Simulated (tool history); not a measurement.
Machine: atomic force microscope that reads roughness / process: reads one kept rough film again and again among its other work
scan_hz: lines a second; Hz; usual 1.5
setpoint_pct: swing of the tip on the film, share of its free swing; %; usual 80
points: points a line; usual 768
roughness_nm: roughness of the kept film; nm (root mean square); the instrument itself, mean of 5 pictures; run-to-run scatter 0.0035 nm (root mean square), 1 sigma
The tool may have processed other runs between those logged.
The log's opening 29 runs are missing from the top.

run     day  scan_hz  setpoint_pct  points  roughness_nm
 30   9.883     2.79            56     309         0.658
 31  10.208     0.59            60     310         0.692
 32  10.575     3.26            75     280         0.569
 33  10.833     1.21            84     835         0.627
 34  11.117     2.33            76     426         0.593
 35  11.496     2.33            76     426         0.592
 36  11.842      1.5            63     502          0.66
 37   12.05      1.5            63     502         0.659
 38  12.412      2.5            77     400          0.58
 39  12.621     0.79            60     930         0.673
     12.842  -- new tip fitted
 40  13.117     1.69            65     942         0.671
 41   13.45     1.69            65     942         0.669
 42  13.746     1.94            80     329         0.597
 43  14.079      1.3            56     566         0.689
 44  14.333     3.19            81     297          0.54
 45  14.646     0.83            58     386          0.69
 46  14.842     3.72            73     822         0.577
 47  15.254     1.83            71     982         0.641
 48  15.583     1.61            56     670         0.681
 49  15.829     1.23            58     777          0.68
 50  16.292     1.23            58     777         0.674
 51    16.5     1.23            58     777         0.674
 52  16.975     3.05            58     724         0.647

3 options for the next run, each taken on its own from the tool as it stands now. Forecast them:
  A  17.192     2.35            61     811             ?
  B  17.192      1.5            84     768             ?
  C  17.192     0.54            80     768             ?

run  roughness_nm
  A          0.65
  B         0.595
  C         0.658
Had the tool no hidden state, the same runs would have come out as:
run  roughness_nm
  A          0.67
  B         0.614
  C         0.678
